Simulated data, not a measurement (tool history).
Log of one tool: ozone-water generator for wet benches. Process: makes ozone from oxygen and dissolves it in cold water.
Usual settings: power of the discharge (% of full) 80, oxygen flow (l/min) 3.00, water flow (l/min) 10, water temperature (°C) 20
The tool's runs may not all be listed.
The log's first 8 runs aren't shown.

| run | day | power of the discharge (% of full) | oxygen flow (l/min) | water flow (l/min) | water temperature (°C) | hours of work since the electrodes were changed | hours of work since the contactor was cleaned | hours of work since the thermometer was calibrated | dissolved ozone (ppm) | ozone in the gas ahead of the water (g/m3) |
|---|---|---|---|---|---|---|---|---|---|---|
| 9 | 6.821 | 80 | 3.00 | 10 | 20 | 684 | 3505 | 953 | 32.0 | 266.4 |
|  | 6.954 | water thermometer calibrated |
| 10 | 8.175 | 90 | 3.00 | 10 | 20 | 712 | 3533 | 26 | 34.9 | 287.2 |
| 11 | 9.546 | 42 | 3.00 | 10 | 20 | 741 | 3562 | 55 | 21.0 | 176.5 |
| 12 | 10.858 | 42 | 3.00 | 10 | 20 | 768 | 3589 | 82 | 21.2 | 178.2 |
|  | 11.558 | contactor cleaned |
| 13 | 12.125 | 42 | 3.00 | 10 | 20 | 791 | 12 | 105 | 22.6 | 178.1 |
| 14 | 12.846 | 42 | 3.00 | 7 | 20 | 807 | 27 | 120 | 28.2 | 177.3 |
|  | 13.079 | water thermometer calibrated, once more |
| 15 | 13.567 | 80 | 3.00 | 10 | 20 | 821 | 42 | 10 | 34.2 | 267.4 |
| 16 | 14.325 | 67 | 3.00 | 10 | 20 | 837 | 58 | 26 | 30.3 | 237.3 |
| 17 | 15.042 | 67 | 3.00 | 9 | 20 | 852 | 73 | 41 | 32.5 | 235.0 |
| 18 | 16.221 | 67 | 3.00 | 9 | 20 | 877 | 98 | 66 | 32.7 | 238.6 |
| 19 | 17.275 | 80 | 3.00 | 10 | 18 | 899 | 120 | 88 | 35.1 | 266.7 |
| 20 | 17.933 | 80 | 3.00 | 10 | 18 | 913 | 134 | 102 | 34.9 | 262.8 |
| 21 | 18.921 | 80 | 3.00 | 10 | 18 | 934 | 155 | 123 | 35.4 | 265.7 |
| 22 | 20.088 | 80 | 3.00 | 6 | 18 | 959 | 179 | 147 | 48.7 | 263.2 |
| 23 | 21.229 | 80 | 3.00 | 6 | 18 | 983 | 203 | 172 | 47.5 | 262.3 |
| 24 | 22.625 | 80 | 4.75 | 12 | 24 | 1012 | 233 | 201 | 26.4 | 200.6 |
| 25 | 23.925 | 51 | 4.75 | 12 | 28 | 1039 | 260 | 228 | 18.2 | 152.3 |

Forecast run 26:
| 26 | 24.762 | 51 | 4.75 | 10 | 13 | 1057 | 278 | 246 | ? | ? |

dissolved ozone (ppm): 27.1
ozone in the gas ahead of the water (g/m3): 153.3
Without the tool's hidden state the same run would have given dissolved ozone (ppm) 28.4, ozone in the gas ahead of the water (g/m3) 159.6.
